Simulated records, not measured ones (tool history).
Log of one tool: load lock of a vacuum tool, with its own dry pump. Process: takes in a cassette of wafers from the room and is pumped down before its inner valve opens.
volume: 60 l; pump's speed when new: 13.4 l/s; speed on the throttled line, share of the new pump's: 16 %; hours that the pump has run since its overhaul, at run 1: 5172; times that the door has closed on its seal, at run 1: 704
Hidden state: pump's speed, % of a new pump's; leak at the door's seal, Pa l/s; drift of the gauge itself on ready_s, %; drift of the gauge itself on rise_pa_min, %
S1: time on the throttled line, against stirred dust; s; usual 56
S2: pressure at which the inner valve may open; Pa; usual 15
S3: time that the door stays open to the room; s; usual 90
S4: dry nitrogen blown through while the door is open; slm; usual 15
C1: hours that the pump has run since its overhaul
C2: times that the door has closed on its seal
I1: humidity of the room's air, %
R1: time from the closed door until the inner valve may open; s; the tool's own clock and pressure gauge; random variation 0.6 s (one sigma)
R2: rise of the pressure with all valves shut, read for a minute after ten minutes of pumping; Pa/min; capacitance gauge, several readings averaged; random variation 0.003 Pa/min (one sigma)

run	day	S1	S2	S3	S4	C1	C2	I1	R1	R2
1	0.000	56	15	90	15	5172	704	43.9	88.7	0.024
2	7.188	56	14	90	15	5344	982	46.6	90.2	0.026
3	13.138	56	27	90	15	5487	1213	45.7	85.5	0.026
4	19.808	56	27	90	15	5647	1471	45.8	86.5	0.018
5	24.367	56	15	90	15	5757	1647	44.4	87.9	0.021
6	28.004	56	15	90	15	5844	1788	48.1	88.3	0.019
7	31.375	56	15	90	15	5925	1918	45.2	88.2	0.027
8	36.300	42	16	209	15	6043	2109	44.0	76.4	0.035
9	43.612	100	22	101	42	6219	2392	42.0	124.0	0.014
10	49.479	56	22	47	42	6359	2619	45.8	87.5	0.014
11	56.321	38	22	95	11	6524	2884	43.5	71.2	0.026

Forecast each of these 5 alternatives for the next run:
A	63.217	56	30	90	7	6689	3151	43.5	?	?
B	63.217	30	22	34	6	6689	3151	45.0	?	?
C	63.217	38	22	95	26	6689	3151	44.7	?	?
D	63.217	38	27	95	11	6689	3151	47.0	?	?
E	63.217	41	13	31	15	6689	3151	44.5	?	?

run	R1	R2
A	85.1	0.028
B	65.5	0.021
C	72.6	0.020
D	70.5	0.025
E	76.9	0.017
Without the tool's hidden state the same runs would have given:
run	R1	R2
A	83.5	0.024
B	63.5	0.017
C	70.7	0.016
D	68.7	0.020
E	74.9	0.013

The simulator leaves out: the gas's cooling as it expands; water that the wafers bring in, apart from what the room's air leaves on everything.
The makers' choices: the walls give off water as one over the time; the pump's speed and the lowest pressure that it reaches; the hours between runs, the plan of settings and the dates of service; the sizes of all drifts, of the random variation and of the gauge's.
